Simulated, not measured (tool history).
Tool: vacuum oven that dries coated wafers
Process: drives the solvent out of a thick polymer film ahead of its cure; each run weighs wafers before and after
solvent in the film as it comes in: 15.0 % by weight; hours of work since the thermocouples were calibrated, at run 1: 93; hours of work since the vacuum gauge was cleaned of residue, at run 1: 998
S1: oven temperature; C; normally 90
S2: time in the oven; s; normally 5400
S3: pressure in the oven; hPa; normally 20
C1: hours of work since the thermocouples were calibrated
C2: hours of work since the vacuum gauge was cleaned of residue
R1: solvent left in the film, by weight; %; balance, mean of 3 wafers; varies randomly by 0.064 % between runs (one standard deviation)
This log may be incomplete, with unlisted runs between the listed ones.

Run 1, hour 0: usual settings; C1 93; C2 998. Result: R1 4.24 %.
Run 2, hour 41.1: usual settings but S2 3300 s; C1 118; C2 1023. Result: R1 6.05 %.
Run 3, hour 88.2: usual settings but S2 3300 s; C1 147; C2 1052. Result: R1 6.06 %.
Run 4, hour 148.7: usual settings but S2 3300 s; C1 184; C2 1089. Result: R1 5.93 %.
Run 5, hour 206: usual settings but S2 3300 s; C1 219; C2 1124. Result: R1 6.17 %.
Run 6, hour 250.1: usual settings but S2 3960 s; C1 246; C2 1150. Result: R1 5.35 %.
Run 7, hour 312.6: usual settings but S2 3960 s; C1 284; C2 1189. Result: R1 5.38 %.
Run 8, hour 360.3: usual settings but S1 104 C, S2 3960 s; C1 313; C2 1218. Result: R1 2.75 %.
Run 9, hour 414.6: usual settings but S1 104 C, S2 3960 s; C1 346; C2 1251. Result: R1 2.71 %.
Run 10, hour 475.5: usual settings but S1 104 C, S2 3960 s, S3 12.3 hPa; C1 383; C2 1288. Result: R1 2.24 %.
Run 11, hour 530.2: usual settings; C1 416; C2 1321. Result: R1 4.41 %.
Run 12, hour 577: usual settings but S1 99 C; C1 445; C2 1350. Result: R1 2.82 %.
Run 13, hour 644.4: usual settings but S1 99 C, S2 5520 s; C1 486; C2 1391. Result: R1 2.73 %.
Run 14, hour 707.7: usual settings but S1 99 C, S2 5520 s; C1 524; C2 1429. Result: R1 2.54 %.
Run 15, hour 768: usual settings but S1 99 C, S2 5520 s; C1 561; C2 1466. Result: R1 2.74 %.
Run 16, hour 814.3: usual settings but S3 11.7 hPa; C1 589; C2 1494. Result: R1 3.64 %.
Run 17, hour 885.4: usual settings but S3 11.7 hPa; C1 633; C2 1538. Result: R1 3.57 %.
Run 18, hour 945.2: usual settings but S3 11.7 hPa; C1 669; C2 1574. Result: R1 3.67 %.
Run 19, hour 995: usual settings but S3 11.7 hPa; C1 700; C2 1604. Result: R1 3.62 %.
Run 20, hour 1049.4: usual settings but S3 19.4 hPa; C1 733; C2 1637. Result: R1 4.22 %.
Run 21, hour 1078.8: usual settings but S3 16.7 hPa; C1 751; C2 1655. Result: R1 4.14 %.
At hour 1090: oven's thermocouples calibrated.
Run 22, hour 1147.2: usual settings but S1 80 C; C1 35; C2 1696. Result: R1 7.02 %.
Run 23, hour 1192.2: usual settings but S1 80 C; C1 62; C2 1723. Result: R1 6.94 %.
Run 24, hour 1238.8: usual settings but S2 4260 s; C1 91; C2 1752. Result: R1 5.38 %.
Run 25, hour 1274.1: usual settings but S2 4260 s; C1 112; C2 1773. Result: R1 5.32 %.
Run 26, hour 1327.8: usual settings but S1 99 C, S2 6840 s, S3 20.6 hPa; C1 145; C2 1806. Result: R1 2.52 %.
Run 27, hour 1379.3: usual settings but S2 3060 s; C1 176; C2 1837. Result: R1 6.69 %.
Run 28, hour 1423.4: usual settings but S2 4680 s; C1 203; C2 1864. Result: R1 5.01 %.
Run 29, hour 1452: usual settings but S1 96 C, S2 4620 s, S3 46.3 hPa; C1 221; C2 1882. Result: R1 5.85 %.
Run 30, hour 1500.2: usual settings but S1 85 C, S3 16.5 hPa; C1 250; C2 1911. Result: R1 5.27 %.
Run 31, hour 1570.6: usual settings but S1 105 C, S3 16.5 hPa; C1 293; C2 1954. Result: R1 1.99 %.
Run 32, hour 1608.9: usual settings but S1 100 C, S3 31.6 hPa; C1 316; C2 1977. Result: R1 3.6 %.
Run 33, hour 1670.9: usual settings but S1 99 C, S2 5580 s, S3 32.5 hPa; C1 354; C2 2015. Result: R1 3.68 %.
Run 34, hour 1722.5: usual settings but S3 12.5 hPa; C1 385; C2 2046. Result: R1 3.96 %.
Run 35, hour 1768.7: usual settings but S1 75 C, S2 3840 s, S3 75.6 hPa; C1 414; C2 2075. Result: R1 14.93 %.
Run 36, hour 1798.9: usual settings but S1 75 C, S2 3840 s, S3 75.6 hPa; C1 432; C2 2093. Result: R1 15.18 %.
Run 37, hour 1850.3: usual settings but S1 96 C, S2 6780 s, S3 17 hPa; C1 463; C2 2124. Result: R1 2.77 %.
Run 38, hour 1893.3: usual settings but S1 103 C, S2 7920 s, S3 61.6 hPa; C1 489; C2 2150. Result: R1 4.79 %.
Run 39, hour 1959: usual settings but S1 103 C, S2 7920 s, S3 61.6 hPa; C1 530; C2 2190. Result: R1 4.66 %.
At hour 1966.4: vacuum gauge cleaned of residue and calibrated.
Run 40, hour 1994: usual settings but S1 78 C, S2 7920 s, S3 10.6 hPa; C1 550; C2 17. Result: R1 4.14 %.
Run 41, hour 2064.9: usual settings but S1 78 C, S2 7920 s, S3 10.6 hPa; C1 593; C2 60. Result: R1 4.05 %.
Run 42, hour 2120.9: usual settings but S1 81 C, S2 4320 s, S3 15.9 hPa; C1 627; C2 94. Result: R1 6.2 %.
Run 43, hour 2187.5: usual settings but S1 84 C, S2 3480 s, S3 15.9 hPa; C1 668; C2 135. Result: R1 6.35 %.
Run 44, hour 2247.3: usual settings but S1 84 C, S2 3480 s, S3 15.9 hPa; C1 704; C2 171. Result: R1 6.53 %.
Run 45, hour 2289.5: usual settings but S1 105 C, S2 4740 s, S3 76.1 hPa; C1 730; C2 197. Result: R1 5.21 %.
At hour 2333.9: oven's thermocouples calibrated.
Run 46, hour 2357.6: usual settings but S1 85 C, S2 4980 s, S3 32.5 hPa; C1 14; C2 237. Result: R1 6.95 %.
Run 47, hour 2395.6: usual settings but S1 85 C, S2 4980 s, S3 32.5 hPa; C1 38; C2 260. Result: R1 6.91 %.
Run 48, hour 2446.2: usual settings but S1 101 C, S2 9240 s, S3 42.7 hPa; C1 68; C2 291. Result: R1 3.4 %.

What if the next run were any one of these 3? Each begins from the tool's condition after run 48:
Run A, hour 2484.1: usual settings but S1 94 C, S2 8640 s, S3 14.8 hPa; C1 92; C2 314. Result: R1 ?.
Run B, hour 2484.1: usual settings but S1 93 C, S2 4920 s, S3 16.3 hPa; C1 92; C2 314. Result: R1 ?.
Run C, hour 2484.1: usual settings but S1 89 C, S2 7500 s, S3 11.1 hPa; C1 92; C2 314. Result: R1 ?.

run    R1
  A  2.03
  B  3.59
  C  2.49
Without the tool's unlogged condition, the same runs would have read:
run    R1
  A  1.89
  B  3.43
  C  2.32
